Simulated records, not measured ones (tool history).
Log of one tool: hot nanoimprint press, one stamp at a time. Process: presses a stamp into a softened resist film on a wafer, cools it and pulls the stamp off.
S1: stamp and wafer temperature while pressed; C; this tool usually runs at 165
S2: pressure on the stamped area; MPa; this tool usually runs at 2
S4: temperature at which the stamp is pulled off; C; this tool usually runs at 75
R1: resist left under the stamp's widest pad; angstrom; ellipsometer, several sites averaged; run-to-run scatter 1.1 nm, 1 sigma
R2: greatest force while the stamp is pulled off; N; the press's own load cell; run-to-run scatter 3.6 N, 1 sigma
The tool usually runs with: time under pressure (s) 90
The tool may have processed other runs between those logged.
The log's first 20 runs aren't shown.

run 21 hour=274.7 | S1=170 S2=1.37 time_under_pressure_(s)=106 S4=75 | R1=2593 R2=234
run 22 hour=285.3 | S1=170 S2=1.37 time_under_pressure_(s)=106 S4=75 | R1=2600 R2=229
run 23 hour=297.8 | S1=171 S2=1.87 time_under_pressure_(s)=90 S4=75 | R1=2330 R2=230
run 24 hour=313.9 | S1=171 S2=1.87 time_under_pressure_(s)=90 S4=75 | R1=2329 R2=234
run 25 hour=331.8 | S1=171 S2=1.41 time_under_pressure_(s)=81 S4=75 | R1=2717 R2=242
run 26 hour=344.4 | S1=175 S2=2.99 time_under_pressure_(s)=50 S4=79 | R1=2057 R2=216
run 27 hour=356 | S1=159 S2=2 time_under_pressure_(s)=90 S4=79 | R1=3520 R2=218
run 28 hour=374.3 | S1=171 S2=1.21 time_under_pressure_(s)=138 S4=83 | R1=2362 R2=187
run 29 hour=390.8 | S1=171 S2=1.21 time_under_pressure_(s)=138 S4=83 | R1=2365 R2=188
run 30 hour=404.9 | S1=157 S2=1.21 time_under_pressure_(s)=138 S4=83 | R1=3822 R2=196

Here are 4 independent what-if runs from the current tool condition. What would each one return?
run A hour=419.8 | S1=172 S2=1.83 time_under_pressure_(s)=138 S4=83 | R1=? R2=?
run B hour=419.8 | S1=168 S2=3.14 time_under_pressure_(s)=90 S4=75 | R1=? R2=?
run C hour=419.8 | S1=165 S2=1.45 time_under_pressure_(s)=49 S4=74 | R1=? R2=?
run D hour=419.8 | S1=165 S2=2 time_under_pressure_(s)=126 S4=62 | R1=? R2=?

run=A R1=1886 R2=188
run=B R1=2103 R2=239
run=C R1=3705 R2=246
run=D R1=2542 R2=314
Without the tool's hidden state the same runs would have given:
run=A R1=1994 R2=175
run=B R1=2221 R2=220
run=C R1=3825 R2=226
run=D R1=2681 R2=287
